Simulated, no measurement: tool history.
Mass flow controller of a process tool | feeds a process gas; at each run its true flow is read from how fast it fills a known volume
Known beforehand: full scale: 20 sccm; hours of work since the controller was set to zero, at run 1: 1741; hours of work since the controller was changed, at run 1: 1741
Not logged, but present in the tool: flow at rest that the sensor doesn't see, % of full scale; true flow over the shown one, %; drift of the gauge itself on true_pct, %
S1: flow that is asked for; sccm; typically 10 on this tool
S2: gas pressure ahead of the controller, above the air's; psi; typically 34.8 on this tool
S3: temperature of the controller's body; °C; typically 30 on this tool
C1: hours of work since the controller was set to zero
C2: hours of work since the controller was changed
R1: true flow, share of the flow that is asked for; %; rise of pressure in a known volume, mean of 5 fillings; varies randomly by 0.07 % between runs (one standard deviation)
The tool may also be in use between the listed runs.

Run 1, hour 0: usual settings; C1 1741; C2 1741. Result: R1 98.7 %.
Run 2, hour 155.4: usual settings; C1 1814; C2 1814. Result: R1 98.65 %.
Run 3, hour 296.4: usual settings; C1 1879; C2 1879. Result: R1 98.71 %.
Run 4, hour 509.6: usual settings but S3 22 °C; C1 1979; C2 1979. Result: R1 99.18 %.
Run 5, hour 708.7: usual settings but S3 22 °C; C1 2072; C2 2072. Result: R1 99.21 %.
Run 6, hour 804.4: usual settings but S3 22 °C; C1 2116; C2 2116. Result: R1 99.28 %.
Run 7, hour 963.3: usual settings but S3 22 °C; C1 2190; C2 2190. Result: R1 99.03 %.
Run 8, hour 1093.9: usual settings but S3 22 °C; C1 2251; C2 2251. Result: R1 99.04 %.
Run 9, hour 1223.7: usual settings but S3 22 °C; C1 2312; C2 2312. Result: R1 99.1 %.
Run 10, hour 1385.4: usual settings but S2 23.4 psi; C1 2387; C2 2387. Result: R1 99.05 %.
Run 11, hour 1572.3: usual settings but S2 23.4 psi; C1 2474; C2 2474. Result: R1 99.08 %.
Run 12, hour 1723.3: usual settings; C1 2544; C2 2544. Result: R1 98.86 %.
Run 13, hour 1886.9: usual settings; C1 2621; C2 2621. Result: R1 98.67 %.
Run 14, hour 1983: usual settings but S2 20.6 psi; C1 2666; C2 2666. Result: R1 99.2 %.
Run 15, hour 2073.2: usual settings; C1 2708; C2 2708. Result: R1 98.68 %.
Run 16, hour 2272.8: usual settings; C1 2801; C2 2801. Result: R1 98.68 %.
Run 17, hour 2433.6: usual settings; C1 2876; C2 2876. Result: R1 98.77 %.
Run 18, hour 2639.2: usual settings but S3 38 °C; C1 2971; C2 2971. Result: R1 98.4 %.
Run 19, hour 2758.1: usual settings but S3 38 °C; C1 3027; C2 3027. Result: R1 98.45 %.
Run 20, hour 2901.6: usual settings but S2 23.4 psi; C1 3094; C2 3094. Result: R1 98.98 %.
Run 21, hour 3090.5: usual settings but S2 21 psi, S3 33 °C; C1 3182; C2 3182. Result: R1 98.87 %.
Run 22, hour 3297.7: usual settings but S2 21 psi, S3 33 °C; C1 3278; C2 3278. Result: R1 98.89 %.
Run 23, hour 3447.8: usual settings but S2 21 psi, S3 33 °C; C1 3348; C2 3348. Result: R1 98.97 %.
Run 24, hour 3568.5: usual settings but S1 9 sccm, S2 21.6 psi, S3 38 °C; C1 3405; C2 3405. Result: R1 98.63 %.
Run 25, hour 3734.5: usual settings but S1 15 sccm, S2 22.2 psi, S3 34 °C; C1 3482; C2 3482. Result: R1 99.21 %.
Run 26, hour 3850.8: usual settings but S1 3 sccm; C1 3536; C2 3536. Result: R1 98 %.
Run 27, hour 3960: usual settings but S1 17 sccm, S3 28 °C; C1 3587; C2 3587. Result: R1 99.4 %.
Run 28, hour 4056.5: usual settings but S1 17 sccm, S3 28 °C; C1 3632; C2 3632. Result: R1 99.42 %.
Run 29, hour 4184.9: usual settings but S2 27.1 psi, S3 27 °C; C1 3692; C2 3692. Result: R1 99.06 %.
Run 30, hour 4361.1: usual settings but S2 27.1 psi, S3 27 °C; C1 3774; C2 3774. Result: R1 99.11 %.
Run 31, hour 4450.4: usual settings but S1 13 sccm, S2 40.2 psi; C1 3816; C2 3816. Result: R1 98.85 %.
Run 32, hour 4560.8: usual settings but S1 7 sccm, S2 21.8 psi, S3 25 °C; C1 3867; C2 3867. Result: R1 99.18 %.
Run 33, hour 4686.4: usual settings but S1 7 sccm, S2 21.8 psi, S3 25 °C; C1 3926; C2 3926. Result: R1 99.06 %.
Run 34, hour 4835.9: usual settings but S1 2 sccm, S2 21.2 psi; C1 3995; C2 3995. Result: R1 98.35 %.
Run 35, hour 4936.6: usual settings but S1 2 sccm, S2 28.9 psi, S3 25 °C; C1 4042; C2 4042. Result: R1 98.45 %.
Run 36, hour 5064.1: usual settings but S1 2 sccm, S2 30 psi, S3 25 °C; C1 4102; C2 4102. Result: R1 98.48 %.
Run 37, hour 5158.2: usual settings but S3 21 °C; C1 4146; C2 4146. Result: R1 99.19 %.
Run 38, hour 5249.9: usual settings but S1 6 sccm, S2 26.7 psi, S3 35 °C; C1 4189; C2 4189. Result: R1 98.28 %.
Run 39, hour 5432.3: usual settings but S1 6 sccm, S2 26.7 psi, S3 35 °C; C1 4274; C2 4274. Result: R1 98.39 %.
Run 40, hour 5602.3: usual settings but S1 9 sccm, S3 39 °C; C1 4353; C2 4353. Result: R1 98.2 %.

Predict each of these 5 candidate next runs independently; none follows another, all start after run 40:
Run A, hour 5774: usual settings but S2 39.5 psi; C1 4433; C2 4433. Result: R1 ?.
Run B, hour 5774: usual settings but S1 9 sccm, S3 37 °C; C1 4433; C2 4433. Result: R1 ?.
Run C, hour 5774: usual settings but S2 20.9 psi; C1 4433; C2 4433. Result: R1 ?.
Run D, hour 5774: usual settings but S1 16 sccm, S3 28 °C; C1 4433; C2 4433. Result: R1 ?.
Run E, hour 5774: usual settings but S2 25.2 psi; C1 4433; C2 4433. Result: R1 ?.

run     R1
  A  98.53
  B  98.25
  C  99.04
  D  99.38
  E  98.91
With no hidden state in the tool, these same runs would have given:
run     R1
  A  98.51
  B  98.23
  C  99.02
  D  99.37
  E  98.89
